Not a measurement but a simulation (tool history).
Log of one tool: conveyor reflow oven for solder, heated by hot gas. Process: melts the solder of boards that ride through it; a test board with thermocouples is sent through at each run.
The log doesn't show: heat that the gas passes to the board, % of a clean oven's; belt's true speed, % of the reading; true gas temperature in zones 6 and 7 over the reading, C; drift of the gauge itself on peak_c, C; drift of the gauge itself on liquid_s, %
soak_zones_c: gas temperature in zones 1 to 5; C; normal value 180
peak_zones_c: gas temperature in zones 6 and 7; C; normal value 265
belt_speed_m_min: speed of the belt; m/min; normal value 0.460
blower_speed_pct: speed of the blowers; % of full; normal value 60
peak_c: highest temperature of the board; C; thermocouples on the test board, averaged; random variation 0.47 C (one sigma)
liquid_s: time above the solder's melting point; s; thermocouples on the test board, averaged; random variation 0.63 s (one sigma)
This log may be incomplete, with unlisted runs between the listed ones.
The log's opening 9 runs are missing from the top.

| run | hour | soak_zones_c | peak_zones_c | belt_speed_m_min | blower_speed_pct | hours of work since the flux was cleaned out | hours of work since the belt drive was overhauled | hours of work since the thermocouples were changed | peak_c | liquid_s |
|---|---|---|---|---|---|---|---|---|---|---|
| 10 | 334.9 | 180 | 277 | 0.460 | 60 | 234 | 955 | 150 | 253.9 | 70.6 |
| 11 | 370.6 | 180 | 277 | 0.460 | 60 | 259 | 980 | 175 | 254.2 | 70.6 |
| 12 | 407.6 | 180 | 265 | 0.415 | 60 | 285 | 1006 | 201 | 247.7 | 72.9 |
| 13 | 431.2 | 180 | 273 | 0.460 | 60 | 302 | 1023 | 218 | 249.7 | 67.8 |
| 14 | 468.8 | 180 | 279 | 0.460 | 60 | 328 | 1049 | 244 | 254.0 | 71.4 |
| 15 | 509.0 | 180 | 279 | 0.460 | 60 | 356 | 1077 | 273 | 253.6 | 71.3 |
|  | 524.6 | flux residue cleaned out of gas plates and filters |
| 16 | 560.6 | 180 | 265 | 0.460 | 88 | 25 | 1110 | 305 | 253.2 | 74.8 |
| 17 | 598.1 | 172 | 266 | 0.460 | 60 | 52 | 1136 | 332 | 244.7 | 59.2 |
| 18 | 634.2 | 172 | 258 | 0.460 | 89 | 77 | 1162 | 357 | 246.8 | 65.6 |
| 19 | 682.5 | 181 | 277 | 0.494 | 79 | 111 | 1196 | 391 | 260.0 | 70.9 |
| 20 | 710.9 | 180 | 261 | 0.460 | 60 | 131 | 1216 | 411 | 241.3 | 58.8 |
| 21 | 743.1 | 180 | 261 | 0.460 | 70 | 154 | 1238 | 434 | 244.6 | 62.8 |
| 22 | 787.5 | 180 | 261 | 0.460 | 70 | 185 | 1270 | 465 | 244.6 | 64.5 |
| 23 | 811.2 | 195 | 262 | 0.460 | 87 | 202 | 1286 | 482 | 251.0 | 81.1 |
| 24 | 844.4 | 195 | 262 | 0.460 | 87 | 225 | 1310 | 505 | 250.9 | 81.5 |
| 25 | 882.1 | 195 | 254 | 0.460 | 54 | 251 | 1336 | 532 | 236.6 | 59.2 |
| 26 | 927.8 | 180 | 269 | 0.502 | 68 | 283 | 1368 | 564 | 245.7 | 58.8 |
| 27 | 973.8 | 180 | 269 | 0.502 | 68 | 316 | 1401 | 596 | 246.0 | 58.0 |
| 28 | 1010.2 | 194 | 269 | 0.445 | 54 | 341 | 1426 | 622 | 247.7 | 75.3 |
| 29 | 1035.1 | 170 | 264 | 0.507 | 63 | 359 | 1444 | 639 | 236.7 | 41.5 |
|  | 1048.0 | flux residue cleaned out of gas plates and filters |
| 30 | 1071.3 | 170 | 263 | 0.507 | 52 | 16 | 1466 | 661 | 234.0 | 37.1 |
| 31 | 1110.9 | 180 | 265 | 0.399 | 64 | 44 | 1493 | 689 | 251.0 | 83.6 |

Consider 3 possible next runs. They are alternatives, not a sequence: every one starts from the tool as it was left by run 31. What does each give?
| A | 1134.9 | 180 | 262 | 0.443 | 64 | 61 | 1510 | 706 | ? | ? |
| B | 1134.9 | 180 | 265 | 0.499 | 64 | 61 | 1510 | 706 | ? | ? |
| C | 1134.9 | 180 | 265 | 0.537 | 83 | 61 | 1510 | 706 | ? | ? |

| run | peak_c | liquid_s |
|---|---|---|
| A | 245.4 | 67.7 |
| B | 243.5 | 57.5 |
| C | 247.5 | 58.2 |
With the hidden condition removed and each run's random variation left untouched, the same runs would have given:
| run | peak_c | liquid_s |
|---|---|---|
| A | 247.1 | 67.9 |
| B | 245.2 | 57.8 |
| C | 249.4 | 58.5 |

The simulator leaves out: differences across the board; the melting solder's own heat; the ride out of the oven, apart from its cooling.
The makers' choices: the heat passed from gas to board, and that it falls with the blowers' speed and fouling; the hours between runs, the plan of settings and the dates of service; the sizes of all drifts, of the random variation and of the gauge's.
